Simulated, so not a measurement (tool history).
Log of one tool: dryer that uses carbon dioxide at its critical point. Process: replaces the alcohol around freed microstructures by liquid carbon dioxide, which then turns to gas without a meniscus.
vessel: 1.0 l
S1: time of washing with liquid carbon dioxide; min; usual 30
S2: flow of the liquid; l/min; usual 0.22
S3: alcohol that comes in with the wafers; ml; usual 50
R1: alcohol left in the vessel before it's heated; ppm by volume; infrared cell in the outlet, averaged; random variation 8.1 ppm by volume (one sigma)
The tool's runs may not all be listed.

{"run": 1, "hour": 0.0, "S1": 30, "S2": 0.22, "S3": 50, "R1": 559}
{"run": 2, "hour": 12.4, "S1": 30, "S2": 0.22, "S3": 50, "R1": 570}
{"run": 3, "hour": 25.9, "S1": 30, "S2": 0.22, "S3": 50, "R1": 591}
{"run": 4, "hour": 31.5, "S1": 30, "S2": 0.22, "S3": 50, "R1": 577}
{"run": 5, "hour": 41.7, "S1": 30, "S2": 0.22, "S3": 50, "R1": 601}
{"run": 6, "hour": 50.2, "S1": 30, "S2": 0.22, "S3": 112, "R1": 1293}
{"run": 7, "hour": 57.7, "S1": 30, "S2": 0.285, "S3": 50, "R1": 176}
{"run": 8, "hour": 64.1, "S1": 30, "S2": 0.285, "S3": 50, "R1": 179}
{"run": 9, "hour": 69.7, "S1": 30, "S2": 0.285, "S3": 50, "R1": 176}
{"run": 10, "hour": 76.7, "S1": 30, "S2": 0.285, "S3": 50, "R1": 182}
{"run": 11, "hour": 85.2, "S1": 31, "S2": 0.22, "S3": 50, "R1": 510}
{"run": 12, "hour": 94.8, "S1": 31, "S2": 0.22, "S3": 50, "R1": 501}
{"run": 13, "hour": 108.5, "S1": 31, "S2": 0.22, "S3": 50, "R1": 515}
{"run": 14, "hour": 121.6, "S1": 31, "S2": 0.22, "S3": 50, "R1": 507}
{"run": 15, "hour": 130.9, "S1": 30, "S2": 0.22, "S3": 50, "R1": 609}
{"run": 16, "hour": 139.4, "S1": 30, "S2": 0.22, "S3": 50, "R1": 619}
{"run": 17, "hour": 147.4, "S1": 30, "S2": 0.22, "S3": 50, "R1": 603}
{"run": 18, "hour": 154.0, "S1": 30, "S2": 0.22, "S3": 50, "R1": 633}
{"run": 19, "hour": 165.3, "S1": 23, "S2": 0.22, "S3": 50, "R1": 1744}
{"run": 20, "hour": 178.8, "S1": 23, "S2": 0.22, "S3": 50, "R1": 1719}
{"run": 21, "hour": 187.6, "S1": 30, "S2": 0.22, "S3": 50, "R1": 632}
{"run": 22, "hour": 198.3, "S1": 39, "S2": 0.22, "S3": 50, "R1": 194}
{"run": 23, "hour": 211.0, "S1": 39, "S2": 0.22, "S3": 50, "R1": 179}
{"run": 24, "hour": 219.2, "S1": 39, "S2": 0.22, "S3": 50, "R1": 184}
{"run": 25, "hour": 230.7, "S1": 30, "S2": 0.22, "S3": 118, "R1": 1498}
{"run": 26, "hour": 242.5, "S1": 30, "S2": 0.22, "S3": 118, "R1": 1512}
{"run": 27, "hour": 250.0, "S1": 41, "S2": 0.22, "S3": 60, "R1": 167}
{"run": 28, "hour": 257.8, "S1": 36, "S2": 0.214, "S3": 40, "R1": 259}
{"run": 29, "hour": 263.9, "S1": 29, "S2": 0.213, "S3": 62, "R1": 1083}
{"run": 30, "hour": 275.1, "S1": 29, "S2": 0.213, "S3": 62, "R1": 1081}
{"run": 31, "hour": 286.0, "S1": 20, "S2": 0.22, "S3": 83, "R1": 4478}
{"run": 32, "hour": 291.8, "S1": 20, "S2": 0.22, "S3": 83, "R1": 4586}
{"run": 33, "hour": 299.0, "S1": 29, "S2": 0.142, "S3": 25, "R1": 1549}
{"run": 34, "hour": 309.7, "S1": 26, "S2": 0.142, "S3": 32, "R1": 2710}
{"run": 35, "hour": 322.2, "S1": 19, "S2": 0.202, "S3": 32, "R1": 2532}
{"run": 36, "hour": 327.7, "S1": 27, "S2": 0.261, "S3": 32, "R1": 345}
{"run": 37, "hour": 339.5, "S1": 22, "S2": 0.224, "S3": 53, "R1": 2187}
{"run": 38, "hour": 352.9, "S1": 34, "S2": 0.159, "S3": 50, "R1": 1406}
{"run": 39, "hour": 361.7, "S1": 24, "S2": 0.179, "S3": 86, "R1": 5094}
{"run": 40, "hour": 373.8, "S1": 24, "S2": 0.179, "S3": 86, "R1": 5098}
{"run": 41, "hour": 383.5, "S1": 24, "S2": 0.179, "S3": 86, "R1": 5054}
{"run": 42, "hour": 395.8, "S1": 24, "S2": 0.179, "S3": 86, "R1": 5256}
{"run": 43, "hour": 409.2, "S1": 22, "S2": 0.144, "S3": 23, "R1": 2868}
{"run": 44, "hour": 420.1, "S1": 30, "S2": 0.366, "S3": 50, "R1": 76}
{"run": 45, "hour": 426.5, "S1": 32, "S2": 0.22, "S3": 116, "R1": 1240}
{"run": 46, "hour": 439.7, "S1": 32, "S2": 0.22, "S3": 116, "R1": 1235}

3 ways to go on from here, each from the tool as it stands after run 46. What would each give?
{"run": "A", "hour": 447.9, "S1": 29, "S2": 0.286, "S3": 55, "R1": "?"}
{"run": "B", "hour": 447.9, "S1": 32, "S2": 0.313, "S3": 48, "R1": "?"}
{"run": "C", "hour": 447.9, "S1": 27, "S2": 0.22, "S3": 84, "R1": "?"}

run=A R1=295
run=B R1=98
run=C R1=1846
Without the tool's hidden state the same runs would have given:
run=A R1=151
run=B R1=39
run=C R1=1158

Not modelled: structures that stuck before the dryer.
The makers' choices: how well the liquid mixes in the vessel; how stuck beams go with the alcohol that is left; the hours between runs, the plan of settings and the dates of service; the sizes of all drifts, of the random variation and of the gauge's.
